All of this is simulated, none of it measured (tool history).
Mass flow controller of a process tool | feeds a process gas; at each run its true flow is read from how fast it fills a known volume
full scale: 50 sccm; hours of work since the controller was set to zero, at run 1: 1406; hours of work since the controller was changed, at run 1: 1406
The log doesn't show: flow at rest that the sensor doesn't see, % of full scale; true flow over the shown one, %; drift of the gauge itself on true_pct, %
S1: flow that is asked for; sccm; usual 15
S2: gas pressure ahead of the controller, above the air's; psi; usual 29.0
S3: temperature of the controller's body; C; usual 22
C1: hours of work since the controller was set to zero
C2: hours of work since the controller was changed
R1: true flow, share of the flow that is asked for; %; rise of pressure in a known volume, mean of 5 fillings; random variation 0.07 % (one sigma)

run	hour	S1	S2	S3	C1	C2	R1
1	0.0	15	29.0	22	1406	1406	97.27
2	92.8	15	29.0	22	1452	1452	97.33
3	271.9	15	29.0	22	1541	1541	97.31
4	395.7	15	29.0	22	1602	1602	97.22
5	563.6	11	29.0	22	1686	1686	96.99
6	672.0	15	29.0	22	1739	1739	97.13
7	791.8	15	29.0	22	1799	1799	97.01
8	959.7	15	29.0	22	1882	1882	97.07
9	1108.1	15	34.7	38	1955	1955	95.54
10	1323.0	14	27.8	27	2062	2062	96.54
11	1534.1	14	27.8	27	2167	2167	96.55
# hour 1547.6: controller's zero set anew
12	1712.5	14	27.8	27	82	2255	96.53
13	1848.4	14	29.0	35	149	2322	95.91
14	2050.3	12	29.0	24	249	2422	96.78
# hour 2185.0: controller's zero set anew, once more
15	2185.0	7	34.1	28	0	2489	94.88
16	2296.2	7	26.3	25	55	2544	95.42

Forecast each of these 4 alternatives for the next run:
A	2517.6	7	21.5	34	165	2653	?
B	2517.6	7	36.8	34	165	2653	?
C	2517.6	7	26.3	23	165	2653	?
D	2517.6	17	26.3	23	165	2653	?

run	R1
A	94.83
B	94.19
C	95.44
D	96.06
Without the tool's hidden state the same runs would have given:
run	R1
A	96.86
B	96.22
C	97.47
D	98.15
